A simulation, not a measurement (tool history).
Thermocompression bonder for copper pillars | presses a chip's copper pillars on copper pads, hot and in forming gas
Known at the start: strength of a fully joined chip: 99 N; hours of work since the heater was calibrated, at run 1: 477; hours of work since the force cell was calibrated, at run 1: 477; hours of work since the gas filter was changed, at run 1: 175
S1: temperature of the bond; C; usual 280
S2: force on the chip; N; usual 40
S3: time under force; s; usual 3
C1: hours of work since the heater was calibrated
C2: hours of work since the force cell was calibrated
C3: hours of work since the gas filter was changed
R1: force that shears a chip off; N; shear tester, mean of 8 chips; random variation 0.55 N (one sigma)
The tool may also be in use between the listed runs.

{"run": 1, "hour": 0.0, "S1": 280, "S2": 40, "S3": 3, "C1": 477, "C2": 477, "C3": 175, "R1": 44.6}
{"run": 2, "hour": 24.9, "S1": 280, "S2": 40, "S3": 7, "C1": 493, "C2": 493, "C3": 191, "R1": 58.2}
{"run": 3, "hour": 77.7, "S1": 280, "S2": 40, "S3": 7, "C1": 527, "C2": 527, "C3": 224, "R1": 59.4}
{"run": 4, "hour": 126.4, "S1": 280, "S2": 40, "S3": 7, "C1": 558, "C2": 558, "C3": 255, "R1": 57.9}
{"run": 5, "hour": 164.5, "S1": 280, "S2": 40, "S3": 7, "C1": 582, "C2": 582, "C3": 280, "R1": 58.4}
{"run": 6, "hour": 216.0, "S1": 280, "S2": 40, "S3": 7, "C1": 615, "C2": 615, "C3": 312, "R1": 58.4}
{"run": 7, "hour": 249.1, "S1": 280, "S2": 40, "S3": 3, "C1": 636, "C2": 636, "C3": 334, "R1": 42.5}
{"run": 8, "hour": 294.5, "S1": 280, "S2": 40, "S3": 3, "C1": 665, "C2": 665, "C3": 362, "R1": 45}
{"hour": 324.1, "done": "forming gas filter changed"}
{"run": 9, "hour": 338.2, "S1": 280, "S2": 40, "S3": 3, "C1": 692, "C2": 692, "C3": 9, "R1": 45.7}
{"run": 10, "hour": 376.5, "S1": 280, "S2": 40, "S3": 3, "C1": 717, "C2": 717, "C3": 33, "R1": 44.1}
{"run": 11, "hour": 400.6, "S1": 280, "S2": 40, "S3": 3, "C1": 732, "C2": 732, "C3": 49, "R1": 45.4}
{"run": 12, "hour": 442.2, "S1": 280, "S2": 40, "S3": 3, "C1": 759, "C2": 759, "C3": 75, "R1": 46.2}
{"run": 13, "hour": 497.3, "S1": 271, "S2": 45, "S3": 2, "C1": 794, "C2": 794, "C3": 110, "R1": 37.3}
{"run": 14, "hour": 533.8, "S1": 280, "S2": 28, "S3": 3, "C1": 817, "C2": 817, "C3": 134, "R1": 32.4}
{"hour": 564.7, "done": "heater calibrated with a thermocouple chip"}
{"run": 15, "hour": 577.6, "S1": 281, "S2": 37, "S3": 6, "C1": 8, "C2": 844, "C3": 160, "R1": 50.1}
{"hour": 584.5, "done": "force cell calibrated"}
{"run": 16, "hour": 612.8, "S1": 301, "S2": 30, "S3": 3, "C1": 30, "C2": 18, "C3": 182, "R1": 43.4}
{"run": 17, "hour": 665.0, "S1": 301, "S2": 29, "S3": 8, "C1": 63, "C2": 51, "C3": 215, "R1": 58.8}
{"run": 18, "hour": 711.7, "S1": 280, "S2": 40, "S3": 2, "C1": 93, "C2": 81, "C3": 245, "R1": 38}
{"run": 19, "hour": 767.4, "S1": 280, "S2": 40, "S3": 2, "C1": 128, "C2": 117, "C3": 280, "R1": 37.8}
{"run": 20, "hour": 798.6, "S1": 280, "S2": 40, "S3": 2, "C1": 148, "C2": 137, "C3": 300, "R1": 37.9}

4 ways to go on from here, each from the tool as it stands after run 20. What would each give?
{"run": "A", "hour": 856.9, "S1": 306, "S2": 40, "S3": 2, "C1": 185, "C2": 174, "C3": 338, "R1": "?"}
{"run": "B", "hour": 856.9, "S1": 280, "S2": 35, "S3": 2, "C1": 185, "C2": 174, "C3": 338, "R1": "?"}
{"run": "C", "hour": 856.9, "S1": 269, "S2": 42, "S3": 8, "C1": 185, "C2": 174, "C3": 338, "R1": "?"}
{"run": "D", "hour": 856.9, "S1": 307, "S2": 56, "S3": 3, "C1": 185, "C2": 174, "C3": 338, "R1": "?"}

run=A R1=50
run=B R1=33.4
run=C R1=56
run=D R1=68.8
Without the tool's hidden state the same runs would have given:
run=A R1=51.4
run=B R1=34.2
run=C R1=57.5
run=D R1=70.8
